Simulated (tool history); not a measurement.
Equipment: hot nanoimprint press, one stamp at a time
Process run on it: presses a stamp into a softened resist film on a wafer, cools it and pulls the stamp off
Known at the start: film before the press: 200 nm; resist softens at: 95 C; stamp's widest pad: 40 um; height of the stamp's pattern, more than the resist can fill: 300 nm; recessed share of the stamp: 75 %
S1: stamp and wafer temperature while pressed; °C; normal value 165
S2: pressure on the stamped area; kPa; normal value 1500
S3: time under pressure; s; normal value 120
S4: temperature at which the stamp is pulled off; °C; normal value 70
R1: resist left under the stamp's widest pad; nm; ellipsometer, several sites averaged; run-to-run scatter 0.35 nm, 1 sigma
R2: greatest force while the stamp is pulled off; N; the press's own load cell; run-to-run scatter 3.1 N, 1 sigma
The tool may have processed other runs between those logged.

{"run": 1, "hour": 0.0, "S1": 165, "S2": 1500, "S3": 120, "S4": 70, "R1": 73.0, "R2": 180}
{"run": 2, "hour": 18.9, "S1": 165, "S2": 1050, "S3": 120, "S4": 70, "R1": 86.8, "R2": 182}
{"run": 3, "hour": 43.9, "S1": 165, "S2": 1050, "S3": 120, "S4": 70, "R1": 86.9, "R2": 189}
{"run": 4, "hour": 84.1, "S1": 165, "S2": 1370, "S3": 120, "S4": 70, "R1": 76.2, "R2": 197}
{"run": 5, "hour": 124.7, "S1": 176, "S2": 1500, "S3": 120, "S4": 70, "R1": 43.8, "R2": 195}
{"run": 6, "hour": 170.8, "S1": 176, "S2": 1500, "S3": 120, "S4": 70, "R1": 43.5, "R2": 216}
{"run": 7, "hour": 202.3, "S1": 165, "S2": 1500, "S3": 120, "S4": 70, "R1": 72.7, "R2": 221}
{"run": 8, "hour": 235.1, "S1": 171, "S2": 1500, "S3": 120, "S4": 70, "R1": 55.4, "R2": 226}
{"run": 9, "hour": 257.8, "S1": 165, "S2": 1500, "S3": 120, "S4": 70, "R1": 72.5, "R2": 223}
{"hour": 301.0, "done": "plate thermocouple calibrated"}
{"run": 10, "hour": 301.0, "S1": 165, "S2": 1500, "S3": 120, "S4": 70, "R1": 74.0, "R2": 230}
{"hour": 324.4, "done": "stamp cleaned and given a new release coat"}
{"run": 11, "hour": 334.6, "S1": 165, "S2": 1500, "S3": 120, "S4": 70, "R1": 73.4, "R2": 141}
{"run": 12, "hour": 356.2, "S1": 165, "S2": 1500, "S3": 120, "S4": 70, "R1": 73.5, "R2": 147}
{"run": 13, "hour": 385.2, "S1": 165, "S2": 1500, "S3": 120, "S4": 70, "R1": 73.6, "R2": 157}
{"run": 14, "hour": 427.9, "S1": 165, "S2": 1500, "S3": 120, "S4": 70, "R1": 73.4, "R2": 159}
{"run": 15, "hour": 449.7, "S1": 157, "S2": 1500, "S3": 120, "S4": 70, "R1": 107.4, "R2": 162}
{"run": 16, "hour": 470.7, "S1": 172, "S2": 2000, "S3": 109, "S4": 72, "R1": 47.6, "R2": 164}
{"run": 17, "hour": 512.6, "S1": 163, "S2": 2190, "S3": 155, "S4": 56, "R1": 60.8, "R2": 210}
{"run": 18, "hour": 535.9, "S1": 167, "S2": 1500, "S3": 120, "S4": 70, "R1": 66.2, "R2": 180}
{"run": 19, "hour": 561.0, "S1": 167, "S2": 1740, "S3": 217, "S4": 61, "R1": 48.7, "R2": 208}
{"run": 20, "hour": 594.4, "S1": 165, "S2": 1500, "S3": 124, "S4": 67, "R1": 72.1, "R2": 203}
{"run": 21, "hour": 629.9, "S1": 171, "S2": 1500, "S3": 135, "S4": 67, "R1": 52.3, "R2": 209}
{"run": 22, "hour": 652.8, "S1": 171, "S2": 1240, "S3": 135, "S4": 72, "R1": 57.8, "R2": 210}
{"run": 23, "hour": 683.5, "S1": 163, "S2": 1500, "S3": 120, "S4": 70, "R1": 80.0, "R2": 204}
{"run": 24, "hour": 729.6, "S1": 163, "S2": 1500, "S3": 120, "S4": 70, "R1": 79.9, "R2": 209}
{"run": 25, "hour": 758.0, "S1": 171, "S2": 1500, "S3": 78, "S4": 70, "R1": 65.7, "R2": 223}
{"run": 26, "hour": 787.3, "S1": 171, "S2": 1500, "S3": 78, "S4": 70, "R1": 65.3, "R2": 230}
{"run": 27, "hour": 816.4, "S1": 175, "S2": 1500, "S3": 200, "S4": 70, "R1": 36.4, "R2": 233}
{"hour": 844.9, "done": "stamp cleaned and given a new release coat"}
{"run": 28, "hour": 849.3, "S1": 167, "S2": 2270, "S3": 228, "S4": 70, "R1": 42.0, "R2": 139}
{"run": 29, "hour": 893.6, "S1": 166, "S2": 1790, "S3": 188, "S4": 75, "R1": 52.9, "R2": 149}
{"run": 30, "hour": 925.0, "S1": 176, "S2": 1790, "S3": 77, "S4": 75, "R1": 48.5, "R2": 147}

Predict each of these 4 candidate next runs independently; none follows another, all start after run 30:
{"run": "A", "hour": 959.6, "S1": 165, "S2": 1510, "S3": 61, "S4": 69, "R1": "?", "R2": "?"}
{"run": "B", "hour": 959.6, "S1": 165, "S2": 1500, "S3": 62, "S4": 70, "R1": "?", "R2": "?"}
{"run": "C", "hour": 959.6, "S1": 176, "S2": 1790, "S3": 77, "S4": 63, "R1": "?", "R2": "?"}
{"run": "D", "hour": 959.6, "S1": 174, "S2": 970, "S3": 77, "S4": 64, "R1": "?", "R2": "?"}

run=A R1=94.1 R2=168
run=B R1=93.1 R2=163
run=C R1=48.5 R2=183
run=D R1=71.4 R2=180
What these runs would have given with no unlogged condition in the tool:
run=A R1=93.7 R2=149
run=B R1=92.7 R2=144
run=C R1=47.5 R2=162
run=D R1=71.8 R2=159
